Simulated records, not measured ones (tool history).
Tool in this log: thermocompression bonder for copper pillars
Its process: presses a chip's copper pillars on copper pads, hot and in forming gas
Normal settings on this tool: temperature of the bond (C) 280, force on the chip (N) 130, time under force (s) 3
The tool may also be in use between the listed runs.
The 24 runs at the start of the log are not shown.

run	day	temperature of the bond (C)	force on the chip (N)	time under force (s)	force that shears a chip off (N)
25	18.888	308	147	2	54.7
26	19.379	308	147	2	53.1
27	20.017	308	147	2	54.9
28	20.525	282	102	3	34
29	21.612	252	130	8	35.4
30	22.479	300	191	5	72.5
31	23.204	280	166	3	47.3
32	24.1	280	166	3	46.2
33	25.004	280	166	3	47.2
34	25.608	283	130	3	41
35	26.125	255	121	3	24.5
# day 26.212: forming gas filter changed
36	26.917	256	121	6	31.8
37	27.946	265	193	4	46
38	28.408	265	193	4	45.4
39	29.433	284	193	2	48.6
40	29.925	284	193	2	47

Each row is a separate what-if for the run after 40, all from the same tool condition, not one after another. Results?
A	30.946	260	118	2	?
B	30.946	280	104	3	?
C	30.946	280	194	3	?

run	force that shears a chip off (N)
A	22.4
B	32.8
C	52.9
With the hidden condition removed and each run's random variation left untouched, the same runs would have given:
run	force that shears a chip off (N)
A	22.6
B	33
C	53.2
